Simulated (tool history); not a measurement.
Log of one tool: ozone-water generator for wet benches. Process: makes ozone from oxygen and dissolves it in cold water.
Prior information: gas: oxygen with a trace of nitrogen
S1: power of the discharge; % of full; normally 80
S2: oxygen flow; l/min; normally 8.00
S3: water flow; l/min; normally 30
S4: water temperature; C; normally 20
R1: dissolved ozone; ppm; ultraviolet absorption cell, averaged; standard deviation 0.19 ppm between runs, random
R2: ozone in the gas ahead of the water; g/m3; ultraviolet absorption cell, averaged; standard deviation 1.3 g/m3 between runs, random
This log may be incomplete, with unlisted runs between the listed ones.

run 1 day=0.000 | S1=80 S2=8.00 S3=30 S4=20 | R1=25.2 R2=220.8
run 2 day=4.471 | S1=80 S2=8.00 S3=30 S4=20 | R1=25.2 R2=220.9
run 3 day=10.117 | S1=80 S2=8.00 S3=30 S4=20 | R1=24.8 R2=222.2
run 4 day=15.667 | S1=80 S2=8.00 S3=30 S4=20 | R1=24.8 R2=220.3
run 5 day=19.392 | S1=43 S2=8.00 S3=30 S4=20 | R1=14.2 R2=128.1
run 6 day=21.738 | S1=43 S2=8.00 S3=30 S4=20 | R1=14.4 R2=128.0
run 7 day=24.167 | S1=43 S2=8.00 S3=30 S4=14 | R1=15.7 R2=128.8
run 8 day=28.796 | S1=80 S2=8.00 S3=22 S4=20 | R1=31.0 R2=218.5
run 9 day=31.117 | S1=42 S2=8.00 S3=25 S4=20 | R1=16.2 R2=125.2
run 10 day=35.929 | S1=80 S2=4.12 S3=45 S4=24 | R1=14.3 R2=303.1
run 11 day=40.579 | S1=80 S2=4.12 S3=45 S4=24 | R1=14.1 R2=304.4
run 12 day=44.404 | S1=51 S2=10.26 S3=43 S4=19 | R1=12.1 R2=131.0
run 13 day=47.054 | S1=43 S2=8.00 S3=30 S4=19 | R1=14.5 R2=127.9
run 14 day=50.383 | S1=43 S2=8.00 S3=30 S4=19 | R1=14.5 R2=126.2
run 15 day=55.588 | S1=43 S2=8.00 S3=30 S4=19 | R1=14.2 R2=126.9
run 16 day=59.117 | S1=78 S2=8.00 S3=27 S4=22 | R1=25.1 R2=212.7

Below are 5 alternative next runs, each starting from the tool's condition after run 16. Predict each:
run A day=64.108 | S1=66 S2=8.00 S3=19 S4=20 | R1=? R2=?
run B day=64.108 | S1=78 S2=6.34 S3=27 S4=22 | R1=? R2=?
run C day=64.108 | S1=78 S2=8.00 S3=24 S4=22 | R1=? R2=?
run D day=64.108 | S1=80 S2=7.53 S3=30 S4=20 | R1=? R2=?
run E day=64.108 | S1=43 S2=14.02 S3=27 S4=26 | R1=? R2=?

run=A R1=28.8 R2=184.3
run=B R1=24.4 R2=239.6
run=C R1=27.1 R2=211.9
run=D R1=24.1 R2=224.6
run=E R1=13.0 R2=95.5
Without the tool's unlogged condition, the same runs would have read:
run=A R1=31.7 R2=199.6
run=B R1=27.4 R2=262.7
run=C R1=30.3 R2=232.5
run=D R1=27.1 R2=246.7
run=E R1=14.0 R2=100.2
